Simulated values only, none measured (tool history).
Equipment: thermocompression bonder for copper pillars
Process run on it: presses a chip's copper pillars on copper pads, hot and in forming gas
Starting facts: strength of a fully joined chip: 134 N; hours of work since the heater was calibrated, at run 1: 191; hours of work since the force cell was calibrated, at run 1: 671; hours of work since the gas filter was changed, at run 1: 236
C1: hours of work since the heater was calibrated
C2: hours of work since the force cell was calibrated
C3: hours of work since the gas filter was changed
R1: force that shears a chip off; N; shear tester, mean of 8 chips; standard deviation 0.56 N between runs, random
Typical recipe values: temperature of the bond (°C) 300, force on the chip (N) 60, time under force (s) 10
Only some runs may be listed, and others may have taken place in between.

run 1 day=0.000 | temperature_of_the_bond_(°C)=300 force_on_the_chip_(N)=60 time_under_force_(s)=10 | C1=191 C2=671 C3=236 | R1=89.1
run 2 day=0.871 | temperature_of_the_bond_(°C)=300 force_on_the_chip_(N)=60 time_under_force_(s)=10 | C1=201 C2=681 C3=246 | R1=87.1
run 3 day=1.588 | temperature_of_the_bond_(°C)=300 force_on_the_chip_(N)=60 time_under_force_(s)=10 | C1=210 C2=689 C3=254 | R1=88.1
run 4 day=2.233 | temperature_of_the_bond_(°C)=300 force_on_the_chip_(N)=60 time_under_force_(s)=7 | C1=217 C2=696 C3=262 | R1=80.9
run 5 day=3.279 | temperature_of_the_bond_(°C)=300 force_on_the_chip_(N)=60 time_under_force_(s)=7 | C1=229 C2=708 C3=274 | R1=80.3
run 6 day=4.375 | temperature_of_the_bond_(°C)=300 force_on_the_chip_(N)=60 time_under_force_(s)=7 | C1=242 C2=721 C3=286 | R1=80.5
run 7 day=5.383 | temperature_of_the_bond_(°C)=300 force_on_the_chip_(N)=60 time_under_force_(s)=10 | C1=253 C2=733 C3=298 | R1=87.4
run 8 day=6.808 | temperature_of_the_bond_(°C)=300 force_on_the_chip_(N)=53 time_under_force_(s)=10 | C1=269 C2=749 C3=314 | R1=81.4
run 9 day=7.992 | temperature_of_the_bond_(°C)=300 force_on_the_chip_(N)=53 time_under_force_(s)=10 | C1=283 C2=762 C3=328 | R1=80.1
run 10 day=9.538 | temperature_of_the_bond_(°C)=300 force_on_the_chip_(N)=53 time_under_force_(s)=10 | C1=301 C2=780 C3=346 | R1=80.4
run 11 day=10.679 | temperature_of_the_bond_(°C)=300 force_on_the_chip_(N)=53 time_under_force_(s)=10 | C1=314 C2=793 C3=359 | R1=81.4
-- day=10.833 heater calibrated with a thermocouple chip
run 12 day=11.675 | temperature_of_the_bond_(°C)=300 force_on_the_chip_(N)=53 time_under_force_(s)=10 | C1=10 C2=804 C3=369 | R1=80.5
run 13 day=12.700 | temperature_of_the_bond_(°C)=300 force_on_the_chip_(N)=53 time_under_force_(s)=10 | C1=21 C2=816 C3=381 | R1=80.2
run 14 day=13.383 | temperature_of_the_bond_(°C)=300 force_on_the_chip_(N)=53 time_under_force_(s)=10 | C1=29 C2=823 C3=389 | R1=80.3
-- day=13.912 forming gas filter changed
-- day=14.479 heater calibrated with a thermocouple chip, once more
run 15 day=14.904 | temperature_of_the_bond_(°C)=320 force_on_the_chip_(N)=53 time_under_force_(s)=10 | C1=5 C2=840 C3=10 | R1=102.0
run 16 day=16.083 | temperature_of_the_bond_(°C)=300 force_on_the_chip_(N)=60 time_under_force_(s)=13 | C1=18 C2=853 C3=24 | R1=100.6
run 17 day=16.862 | temperature_of_the_bond_(°C)=300 force_on_the_chip_(N)=60 time_under_force_(s)=13 | C1=27 C2=862 C3=33 | R1=99.7
run 18 day=17.700 | temperature_of_the_bond_(°C)=300 force_on_the_chip_(N)=60 time_under_force_(s)=13 | C1=37 C2=872 C3=43 | R1=100.1
run 19 day=18.538 | temperature_of_the_bond_(°C)=300 force_on_the_chip_(N)=60 time_under_force_(s)=13 | C1=47 C2=881 C3=52 | R1=99.2
run 20 day=19.967 | temperature_of_the_bond_(°C)=300 force_on_the_chip_(N)=60 time_under_force_(s)=13 | C1=63 C2=898 C3=69 | R1=98.9
run 21 day=20.721 | temperature_of_the_bond_(°C)=300 force_on_the_chip_(N)=60 time_under_force_(s)=13 | C1=72 C2=906 C3=77 | R1=99.3
run 22 day=21.958 | temperature_of_the_bond_(°C)=300 force_on_the_chip_(N)=60 time_under_force_(s)=13 | C1=86 C2=921 C3=91 | R1=98.7
run 23 day=22.854 | temperature_of_the_bond_(°C)=300 force_on_the_chip_(N)=60 time_under_force_(s)=13 | C1=96 C2=931 C3=102 | R1=97.8
run 24 day=24.371 | temperature_of_the_bond_(°C)=305 force_on_the_chip_(N)=61 time_under_force_(s)=11 | C1=114 C2=948 C3=119 | R1=97.9
run 25 day=25.446 | temperature_of_the_bond_(°C)=305 force_on_the_chip_(N)=61 time_under_force_(s)=11 | C1=126 C2=961 C3=131 | R1=97.9
run 26 day=26.188 | temperature_of_the_bond_(°C)=280 force_on_the_chip_(N)=50 time_under_force_(s)=11 | C1=134 C2=969 C3=140 | R1=70.1
run 27 day=26.838 | temperature_of_the_bond_(°C)=300 force_on_the_chip_(N)=36 time_under_force_(s)=7 | C1=142 C2=977 C3=147 | R1=58.5
run 28 day=27.592 | temperature_of_the_bond_(°C)=293 force_on_the_chip_(N)=43 time_under_force_(s)=13 | C1=151 C2=985 C3=156 | R1=76.0
run 29 day=29.146 | temperature_of_the_bond_(°C)=300 force_on_the_chip_(N)=63 time_under_force_(s)=10 | C1=168 C2=1003 C3=174 | R1=93.5
run 30 day=30.038 | temperature_of_the_bond_(°C)=319 force_on_the_chip_(N)=60 time_under_force_(s)=26 | C1=179 C2=1013 C3=184 | R1=118.6
run 31 day=30.758 | temperature_of_the_bond_(°C)=308 force_on_the_chip_(N)=60 time_under_force_(s)=18 | C1=187 C2=1022 C3=192 | R1=106.7
run 32 day=32.121 | temperature_of_the_bond_(°C)=308 force_on_the_chip_(N)=60 time_under_force_(s)=18 | C1=203 C2=1037 C3=208 | R1=106.4
run 33 day=33.288 | temperature_of_the_bond_(°C)=300 force_on_the_chip_(N)=38 time_under_force_(s)=14 | C1=216 C2=1051 C3=221 | R1=75.8
run 34 day=34.279 | temperature_of_the_bond_(°C)=326 force_on_the_chip_(N)=46 time_under_force_(s)=10 | C1=227 C2=1062 C3=233 | R1=95.2
run 35 day=35.600 | temperature_of_the_bond_(°C)=306 force_on_the_chip_(N)=57 time_under_force_(s)=7 | C1=242 C2=1077 C3=248 | R1=82.7
run 36 day=36.271 | temperature_of_the_bond_(°C)=296 force_on_the_chip_(N)=90 time_under_force_(s)=7 | C1=250 C2=1085 C3=256 | R1=94.9
run 37 day=37.338 | temperature_of_the_bond_(°C)=285 force_on_the_chip_(N)=72 time_under_force_(s)=10 | C1=262 C2=1097 C3=268 | R1=86.5
run 38 day=38.329 | temperature_of_the_bond_(°C)=285 force_on_the_chip_(N)=72 time_under_force_(s)=10 | C1=274 C2=1109 C3=279 | R1=86.5
run 39 day=39.088 | temperature_of_the_bond_(°C)=285 force_on_the_chip_(N)=72 time_under_force_(s)=10 | C1=283 C2=1117 C3=288 | R1=85.6
run 40 day=40.438 | temperature_of_the_bond_(°C)=285 force_on_the_chip_(N)=37 time_under_force_(s)=10 | C1=298 C2=1133 C3=304 | R1=55.5

Below are 4 alternative next runs, each starting from the tool's condition after run 40. Predict each:
run A day=41.354 | temperature_of_the_bond_(°C)=300 force_on_the_chip_(N)=60 time_under_force_(s)=23 | C1=309 C2=1143 C3=314 | R1=?
run B day=41.354 | temperature_of_the_bond_(°C)=285 force_on_the_chip_(N)=53 time_under_force_(s)=10 | C1=309 C2=1143 C3=314 | R1=?
run C day=41.354 | temperature_of_the_bond_(°C)=320 force_on_the_chip_(N)=89 time_under_force_(s)=10 | C1=309 C2=1143 C3=314 | R1=?
run D day=41.354 | temperature_of_the_bond_(°C)=275 force_on_the_chip_(N)=37 time_under_force_(s)=11 | C1=309 C2=1143 C3=314 | R1=?

run=A R1=104.1
run=B R1=70.8
run=C R1=113.2
run=D R1=50.4
With the hidden condition removed and each run's random variation left untouched, the same runs would have given:
run=A R1=111.9
run=B R1=74.5
run=C R1=122.6
run=D R1=52.5
